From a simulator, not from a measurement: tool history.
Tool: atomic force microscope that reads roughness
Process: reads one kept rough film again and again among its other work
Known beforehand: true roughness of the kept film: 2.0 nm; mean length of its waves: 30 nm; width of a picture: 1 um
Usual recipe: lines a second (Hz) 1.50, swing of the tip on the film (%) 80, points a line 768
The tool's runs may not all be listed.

| run | hour | lines a second (Hz) | swing of the tip on the film (%) | points a line | roughness of the kept film (nm (root mean square)) |
|---|---|---|---|---|---|
| 1 | 0.0 | 1.50 | 80 | 768 | 1.683 |
| 2 | 6.5 | 1.50 | 80 | 768 | 1.660 |
| 3 | 17.9 | 0.79 | 80 | 768 | 1.692 |
| 4 | 31.4 | 0.79 | 80 | 768 | 1.660 |
| 5 | 44.7 | 1.50 | 86 | 768 | 1.557 |
| 6 | 50.4 | 1.50 | 80 | 768 | 1.587 |
| 7 | 63.0 | 1.50 | 80 | 768 | 1.568 |
|  | 69.6 | new tip fitted |
| 8 | 77.1 | 1.50 | 80 | 768 | 1.740 |
| 9 | 85.3 | 1.50 | 80 | 768 | 1.732 |
| 10 | 93.1 | 1.50 | 80 | 497 | 1.723 |
| 11 | 100.2 | 1.50 | 80 | 497 | 1.697 |
| 12 | 113.8 | 1.50 | 80 | 497 | 1.672 |
| 13 | 121.5 | 1.50 | 80 | 497 | 1.661 |
|  | 123.3 | height scale calibrated on a step standard |
| 14 | 132.4 | 1.50 | 80 | 497 | 1.630 |
| 15 | 144.6 | 1.50 | 86 | 731 | 1.582 |
| 16 | 155.7 | 1.50 | 86 | 731 | 1.556 |
| 17 | 167.1 | 1.50 | 86 | 731 | 1.545 |
|  | 172.1 | height scale calibrated on a step standard, once more |
| 18 | 174.5 | 1.47 | 85 | 424 | 1.561 |
|  | 185.5 | new tip fitted |
| 19 | 187.8 | 1.50 | 80 | 719 | 1.749 |
| 20 | 195.2 | 3.92 | 80 | 370 | 1.566 |
| 21 | 202.0 | 2.34 | 59 | 454 | 1.768 |
| 22 | 209.9 | 1.21 | 78 | 605 | 1.739 |
| 23 | 222.1 | 1.50 | 75 | 487 | 1.691 |
| 24 | 229.8 | 1.79 | 75 | 487 | 1.664 |
| 25 | 237.5 | 1.50 | 71 | 378 | 1.670 |

Consider 3 possible next runs. They are alternatives, not a sequence: every one starts from the tool as it was left by run 25. What does each give?
| A | 245.0 | 1.50 | 59 | 660 | ? |
| B | 245.0 | 3.87 | 81 | 496 | ? |
| C | 245.0 | 3.53 | 71 | 678 | ? |

| run | roughness of the kept film (nm (root mean square)) |
|---|---|
| A | 1.725 |
| B | 1.490 |
| C | 1.600 |
With no hidden state in the tool, these same runs would have given:
| run | roughness of the kept film (nm (root mean square)) |
|---|---|
| A | 1.851 |
| B | 1.599 |
| C | 1.717 |

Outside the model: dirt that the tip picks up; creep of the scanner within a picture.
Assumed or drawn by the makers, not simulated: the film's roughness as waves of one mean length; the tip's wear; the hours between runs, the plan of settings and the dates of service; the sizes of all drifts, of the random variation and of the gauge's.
